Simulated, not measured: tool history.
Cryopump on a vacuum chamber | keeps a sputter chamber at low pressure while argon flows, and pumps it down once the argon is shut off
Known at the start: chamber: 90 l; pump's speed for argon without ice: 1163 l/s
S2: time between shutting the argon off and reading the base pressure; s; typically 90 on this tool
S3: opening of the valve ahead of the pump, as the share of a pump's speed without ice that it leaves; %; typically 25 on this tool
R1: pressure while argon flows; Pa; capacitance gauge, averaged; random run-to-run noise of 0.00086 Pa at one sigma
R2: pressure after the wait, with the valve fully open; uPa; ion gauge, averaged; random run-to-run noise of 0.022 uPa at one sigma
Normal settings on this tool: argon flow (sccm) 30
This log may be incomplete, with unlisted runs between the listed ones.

Run 1, hour 0: usual settings. Result: R1 0.1884 Pa, R2 2.51 uPa.
Run 2, hour 16.7: usual settings. Result: R1 0.1905 Pa, R2 2.58 uPa.
Run 3, hour 35: usual settings but S2 41 s. Result: R1 0.1897 Pa, R2 3.09 uPa.
Run 4, hour 47.7: usual settings. Result: R1 0.1907 Pa, R2 2.65 uPa.
Run 5, hour 68.1: usual settings. Result: R1 0.1907 Pa, R2 2.67 uPa.
Run 6, hour 89.6: usual settings. Result: R1 0.1913 Pa, R2 2.68 uPa.
Run 7, hour 113: usual settings but argon flow (sccm) 55. Result: R1 0.3502 Pa, R2 2.63 uPa.
Run 8, hour 138.9: usual settings but argon flow (sccm) 55. Result: R1 0.3546 Pa, R2 2.83 uPa.
Run 9, hour 160.1: usual settings but argon flow (sccm) 55. Result: R1 0.3577 Pa, R2 2.79 uPa.
Run 10, hour 175: usual settings but argon flow (sccm) 55. Result: R1 0.3554 Pa, R2 2.86 uPa.
At hour 189.5: pump warmed up, emptied and cooled again.
Run 11, hour 193.2: usual settings. Result: R1 0.1753 Pa, R2 2.13 uPa.
Run 12, hour 212: usual settings. Result: R1 0.1744 Pa, R2 2.16 uPa.
Run 13, hour 225.1: usual settings but argon flow (sccm) 14. Result: R1 0.0812 Pa, R2 2.17 uPa.
Run 14, hour 242.3: usual settings but argon flow (sccm) 14. Result: R1 0.0816 Pa, R2 2.13 uPa.
Run 15, hour 264: usual settings but argon flow (sccm) 14. Result: R1 0.0817 Pa, R2 2.21 uPa.
Run 16, hour 282.2: usual settings but argon flow (sccm) 35, S2 178 s, S3 24 %. Result: R1 0.2142 Pa, R2 2.02 uPa.
Run 17, hour 308.9: usual settings but argon flow (sccm) 18, S2 93 s, S3 17 %. Result: R1 0.1553 Pa, R2 2.24 uPa.
Run 18, hour 330.3: usual settings but argon flow (sccm) 18, S2 93 s, S3 17 %. Result: R1 0.1556 Pa, R2 2.17 uPa.
Run 19, hour 354.2: usual settings but argon flow (sccm) 18, S2 93 s, S3 17 %. Result: R1 0.156 Pa, R2 2.23 uPa.
Run 20, hour 374.8: usual settings but argon flow (sccm) 50, S2 104 s, S3 47 %. Result: R1 0.1616 Pa, R2 2.26 uPa.
Run 21, hour 387.2: usual settings but argon flow (sccm) 22, S2 174 s, S3 16 %. Result: R1 0.2025 Pa, R2 2.12 uPa.

What will run 22 give?
Run 22, hour 404.5: usual settings but argon flow (sccm) 23, S2 40 s. Result: R1 ?, R2 ?.

{"run 22": {"R1": 0.1372, "R2": 2.89}}
If the tool had no hidden condition, the same run with the same run-to-run variation would have returned R1 0.1337 Pa, R2 1.19 uPa.

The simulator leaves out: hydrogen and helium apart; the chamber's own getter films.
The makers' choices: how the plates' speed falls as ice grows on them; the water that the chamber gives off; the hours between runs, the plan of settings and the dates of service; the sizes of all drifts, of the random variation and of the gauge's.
